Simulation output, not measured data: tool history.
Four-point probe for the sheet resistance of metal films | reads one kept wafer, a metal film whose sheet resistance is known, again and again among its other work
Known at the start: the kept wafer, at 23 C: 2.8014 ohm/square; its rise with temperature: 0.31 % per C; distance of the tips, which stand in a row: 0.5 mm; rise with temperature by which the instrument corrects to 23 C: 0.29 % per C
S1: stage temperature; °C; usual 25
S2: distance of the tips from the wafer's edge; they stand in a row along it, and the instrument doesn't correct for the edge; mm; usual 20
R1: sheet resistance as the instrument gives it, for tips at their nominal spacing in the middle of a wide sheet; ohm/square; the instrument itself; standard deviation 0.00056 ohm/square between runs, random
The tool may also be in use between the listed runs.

run 1 day=0 | S1=25 S2=20 | R1=2.795032
run 2 day=1.225 | S1=25 S2=20 | R1=2.79365
run 3 day=3.092 | S1=25 S2=20 | R1=2.793729
run 4 day=4.712 | S1=25 S2=41 | R1=2.793829
run 5 day=5.617 | S1=25 S2=41 | R1=2.792511
run 6 day=7.342 | S1=25 S2=5 | R1=2.809002
run 7 day=8.538 | S1=25 S2=20 | R1=2.793071
run 8 day=10.221 | S1=25 S2=20 | R1=2.792716
run 9 day=12.021 | S1=25 S2=20 | R1=2.79273
run 10 day=13.071 | S1=25 S2=20 | R1=2.79151
run 11 day=14.208 | S1=25 S2=20 | R1=2.792992
run 12 day=15.067 | S1=25 S2=20 | R1=2.792345
run 13 day=16.004 | S1=25 S2=20 | R1=2.791003
run 14 day=16.85 | S1=25 S2=8 | R1=2.795891
run 15 day=17.617 | S1=25 S2=8 | R1=2.79706
run 16 day=18.917 | S1=25 S2=8 | R1=2.79561
run 17 day=20.054 | S1=25 S2=8 | R1=2.795787
run 18 day=21.442 | S1=25 S2=8 | R1=2.794615
run 19 day=22.817 | S1=25 S2=8 | R1=2.795924
run 20 day=24.65 | S1=25 S2=8 | R1=2.794764
run 21 day=25.754 | S1=25 S2=20 | R1=2.788162
run 22 day=26.954 | S1=25 S2=22 | R1=2.788691
run 23 day=28.229 | S1=25 S2=22 | R1=2.788066
run 24 day=29.371 | S1=25 S2=22 | R1=2.788867
run 25 day=30.879 | S1=25 S2=22 | R1=2.787694

Predict the results of run 26:
run 26 day=32.358 | S1=25 S2=22 | R1=?

{"run 26": {"R1": 2.787682}}
Had the tool carried no hidden state, the very same run would have given R1 2.803601 ohm/square.

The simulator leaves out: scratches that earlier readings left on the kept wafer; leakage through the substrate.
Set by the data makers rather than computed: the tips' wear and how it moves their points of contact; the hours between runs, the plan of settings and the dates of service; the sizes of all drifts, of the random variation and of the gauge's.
